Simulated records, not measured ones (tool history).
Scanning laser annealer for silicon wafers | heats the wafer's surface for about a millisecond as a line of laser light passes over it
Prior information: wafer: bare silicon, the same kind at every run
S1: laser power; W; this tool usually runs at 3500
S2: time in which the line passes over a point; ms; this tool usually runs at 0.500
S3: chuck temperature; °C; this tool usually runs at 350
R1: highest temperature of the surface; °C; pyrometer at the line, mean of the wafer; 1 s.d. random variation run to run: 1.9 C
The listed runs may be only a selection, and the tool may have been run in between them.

Run 1, hour 0.0: usual settings. Result: R1 1144 °C.
Run 2, hour 7.0: usual settings but S2 0.368 ms. Result: R1 1044 °C.
Run 3, hour 12.8: usual settings. Result: R1 1145 °C.
Run 4, hour 19.7: usual settings. Result: R1 1143 °C.
Run 5, hour 30.4: usual settings. Result: R1 1139 °C.
Run 6, hour 39.8: usual settings but S3 359 °C. Result: R1 1154 °C.
Run 7, hour 49.5: usual settings but S3 359 °C. Result: R1 1151 °C.
Run 8, hour 57.4: usual settings but S3 359 °C. Result: R1 1151 °C.
Run 9, hour 65.9: usual settings but S3 359 °C. Result: R1 1153 °C.
Run 10, hour 75.8: usual settings but S1 2975 W. Result: R1 1006 °C.
Run 11, hour 85.1: usual settings but S2 0.534 ms. Result: R1 1165 °C.
Run 12, hour 92.9: usual settings but S2 0.534 ms. Result: R1 1163 °C.
Run 13, hour 99.6: usual settings but S2 0.534 ms, S3 371 °C. Result: R1 1185 °C.
Run 14, hour 107.9: usual settings but S2 0.534 ms, S3 371 °C. Result: R1 1187 °C.
Run 15, hour 119.2: usual settings but S2 0.534 ms, S3 371 °C. Result: R1 1186 °C.
Run 16, hour 128.0: usual settings but S2 0.534 ms, S3 371 °C. Result: R1 1183 °C.
Run 17, hour 138.5: usual settings but S2 0.534 ms, S3 371 °C. Result: R1 1184 °C.
Run 18, hour 149.6: usual settings but S1 3740 W. Result: R1 1203 °C.
Run 19, hour 160.1: usual settings but S1 3740 W. Result: R1 1199 °C.
Run 20, hour 170.2: usual settings but S1 3740 W, S2 0.387 ms. Result: R1 1113 °C.
Run 21, hour 181.6: usual settings but S1 3740 W, S2 0.387 ms. Result: R1 1108 °C.
Run 22, hour 186.9: usual settings but S1 3740 W, S2 0.387 ms. Result: R1 1110 °C.
Run 23, hour 197.2: usual settings but S1 3081 W, S2 0.388 ms, S3 359 °C. Result: R1 967 °C.
Run 24, hour 206.7: usual settings but S1 3118 W, S3 340 °C. Result: R1 1029 °C.
Run 25, hour 215.5: usual settings but S2 0.518 ms, S3 374 °C. Result: R1 1177 °C.
At hour 221.5: optics aligned, line set to its width.
Run 26, hour 231.8: usual settings but S2 0.518 ms, S3 374 °C. Result: R1 1165 °C.
Run 27, hour 241.2: usual settings but S1 3596 W, S2 0.353 ms, S3 329 °C. Result: R1 1018 °C.
At hour 250.4: optics aligned, line set to its width, once more.
Run 28, hour 254.1: usual settings but S1 3596 W, S2 0.353 ms, S3 329 °C. Result: R1 1039 °C.
Run 29, hour 260.1: usual settings but S1 3336 W, S2 0.375 ms, S3 377 °C. Result: R1 1053 °C.
Run 30, hour 268.2: usual settings but S1 3336 W, S2 0.375 ms, S3 374 °C. Result: R1 1043 °C.
Run 31, hour 279.7: usual settings but S1 3336 W, S2 0.375 ms, S3 374 °C. Result: R1 1042 °C.
Run 32, hour 290.8: usual settings but S1 3774 W, S2 0.375 ms, S3 372 °C. Result: R1 1142 °C.
Run 33, hour 299.6: usual settings but S1 3392 W, S2 0.577 ms. Result: R1 1177 °C.
Run 34, hour 305.7: usual settings but S1 3119 W, S2 0.382 ms, S3 348 °C. Result: R1 974 °C.
Run 35, hour 317.1: usual settings but S1 3119 W, S2 0.382 ms, S3 348 °C. Result: R1 970 °C.
Run 36, hour 324.8: usual settings but S1 3343 W, S3 387 °C. Result: R1 1146 °C.
Run 37, hour 329.8: usual settings but S1 3657 W, S2 0.483 ms, S3 352 °C. Result: R1 1179 °C.
Run 38, hour 338.2: usual settings but S1 3657 W, S2 0.483 ms, S3 352 °C. Result: R1 1183 °C.
Run 39, hour 343.4: usual settings but S1 3569 W, S2 0.617 ms, S3 352 °C. Result: R1 1251 °C.
Run 40, hour 354.4: usual settings but S1 3518 W. Result: R1 1154 °C.
Run 41, hour 363.2: usual settings but S2 0.412 ms, S3 371 °C. Result: R1 1105 °C.
Run 42, hour 370.4: usual settings but S2 0.412 ms, S3 371 °C. Result: R1 1107 °C.

How would selected steps in R1 from run to run divide? Give the signed amount a tool lacking its hidden state would still show from settings, what came in and random variation, and the signed amount left for the hidden state, including any gauge scatter that is not in both of the compared results.
The hidden state here: light that passes the window, % of a clean one's; laser's true power over the reading, %; width of the line over the set one, %; drift of the gauge itself on peak_c, C.
Run 10 -> 11: S1 2975 -> 3500, S2 0.500 -> 0.534. R1 +159 °C: hidden state -6, all else +165.
Run 25 -> 26: optics aligned, line set to its width. R1 -12 °C: hidden state -7, all else -5.
Run 27 -> 28: optics aligned, line set to its width, once more. R1 +21 °C: hidden state +21, all else +0.
Run 33 -> 34: S1 3392 -> 3119, S2 0.577 -> 0.382, S3 350 -> 348. R1 -203 °C: hidden state +2, all else -205.
Run 35 -> 36: S1 3119 -> 3343, S2 0.382 -> 0.500, S3 348 -> 387. R1 +176 °C: hidden state -2, all else +178.
